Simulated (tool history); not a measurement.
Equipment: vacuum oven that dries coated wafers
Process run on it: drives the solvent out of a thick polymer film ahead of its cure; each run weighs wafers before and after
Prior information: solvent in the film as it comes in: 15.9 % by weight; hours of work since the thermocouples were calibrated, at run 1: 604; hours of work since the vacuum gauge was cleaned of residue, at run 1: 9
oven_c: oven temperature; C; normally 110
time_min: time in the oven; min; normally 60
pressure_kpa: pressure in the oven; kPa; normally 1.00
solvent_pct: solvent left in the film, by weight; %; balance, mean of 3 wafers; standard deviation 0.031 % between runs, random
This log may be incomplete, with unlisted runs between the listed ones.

| run | hour | oven_c | time_min | pressure_kpa | hours of work since the thermocouples were calibrated | hours of work since the vacuum gauge was cleaned of residue | solvent_pct |
|---|---|---|---|---|---|---|---|
| 1 | 0.0 | 110 | 60 | 1.00 | 604 | 9 | 1.28 |
| 2 | 10.7 | 110 | 60 | 1.00 | 612 | 16 | 1.31 |
| 3 | 23.8 | 110 | 60 | 1.00 | 621 | 26 | 1.27 |
| 4 | 41.0 | 110 | 60 | 1.00 | 633 | 38 | 1.33 |
| 5 | 49.7 | 110 | 60 | 1.00 | 639 | 44 | 1.27 |
| 6 | 58.8 | 110 | 60 | 1.00 | 646 | 50 | 1.33 |
| 7 | 78.7 | 110 | 60 | 1.00 | 660 | 64 | 1.29 |
| 8 | 87.2 | 110 | 60 | 1.00 | 666 | 70 | 1.29 |
| 9 | 106.8 | 110 | 60 | 1.00 | 680 | 84 | 1.24 |
| 10 | 126.9 | 110 | 60 | 1.00 | 694 | 99 | 1.25 |
| 11 | 137.3 | 110 | 60 | 1.00 | 701 | 106 | 1.26 |
| 12 | 152.4 | 110 | 60 | 1.00 | 712 | 117 | 1.30 |
| 13 | 162.7 | 110 | 60 | 2.98 | 719 | 124 | 2.48 |
| 14 | 173.7 | 110 | 43 | 1.00 | 727 | 132 | 2.14 |
| 15 | 185.5 | 110 | 43 | 1.00 | 735 | 140 | 2.16 |
| 16 | 205.4 | 110 | 43 | 1.00 | 749 | 154 | 2.13 |
| 17 | 216.8 | 110 | 43 | 1.00 | 757 | 162 | 2.17 |
| 18 | 228.5 | 118 | 60 | 1.00 | 766 | 170 | 0.63 |
| 19 | 247.8 | 118 | 60 | 1.00 | 779 | 184 | 0.64 |
| 20 | 262.3 | 110 | 41 | 1.00 | 790 | 194 | 2.32 |
| 21 | 272.6 | 110 | 41 | 1.00 | 797 | 202 | 2.27 |
| 22 | 281.8 | 110 | 60 | 1.11 | 803 | 208 | 1.36 |
| 23 | 291.1 | 104 | 34 | 3.72 | 810 | 215 | 6.00 |
| 24 | 310.0 | 123 | 48 | 1.00 | 823 | 228 | 0.55 |
| 25 | 323.3 | 110 | 60 | 2.24 | 833 | 237 | 1.98 |
| 26 | 336.5 | 103 | 60 | 1.20 | 842 | 247 | 2.55 |
| 27 | 351.8 | 103 | 69 | 1.94 | 853 | 258 | 2.65 |
| 28 | 369.9 | 103 | 77 | 1.03 | 866 | 270 | 1.70 |
| 29 | 384.5 | 103 | 77 | 1.03 | 876 | 281 | 1.70 |
| 30 | 401.0 | 109 | 102 | 0.81 | 888 | 292 | 0.65 |
| 31 | 417.6 | 109 | 35 | 0.71 | 899 | 304 | 2.99 |
| 32 | 432.7 | 103 | 35 | 2.18 | 910 | 315 | 5.25 |
| 33 | 448.7 | 118 | 35 | 2.18 | 921 | 326 | 1.97 |
| 34 | 468.4 | 96 | 58 | 1.16 | 935 | 340 | 4.28 |
| 35 | 485.7 | 120 | 60 | 1.00 | 948 | 352 | 0.52 |
| 36 | 497.7 | 117 | 60 | 0.62 | 956 | 361 | 0.56 |
| 37 | 513.4 | 110 | 31 | 0.52 | 967 | 372 | 3.10 |
| 38 | 523.5 | 110 | 31 | 0.52 | 974 | 379 | 3.11 |
| 39 | 533.6 | 123 | 103 | 1.00 | 981 | 386 | 0.45 |
| 40 | 553.5 | 111 | 62 | 1.57 | 996 | 400 | 1.47 |
| 41 | 564.8 | 106 | 41 | 0.56 | 1004 | 408 | 2.85 |
| 42 | 581.0 | 116 | 65 | 2.58 | 1015 | 420 | 1.48 |
|  | 593.9 | oven's thermocouples calibrated |
| 43 | 594.7 | 116 | 65 | 2.58 | 1 | 428 | 1.52 |

What if the next run were any one of these 4? Each begins from the tool's condition after run 43:
| A | 608.6 | 110 | 75 | 1.00 | 10 | 438 | ? |
| B | 608.6 | 100 | 58 | 0.61 | 10 | 438 | ? |
| C | 608.6 | 116 | 30 | 0.86 | 10 | 438 | ? |
| D | 608.6 | 101 | 60 | 0.54 | 10 | 438 | ? |

| run | solvent_pct |
|---|---|
| A | 0.91 |
| B | 2.84 |
| C | 2.16 |
| D | 2.47 |
Stripped of hidden state, with their random variation kept, the same runs would have yielded:
| run | solvent_pct |
|---|---|
| A | 0.91 |
| B | 2.83 |
| C | 2.16 |
| D | 2.47 |
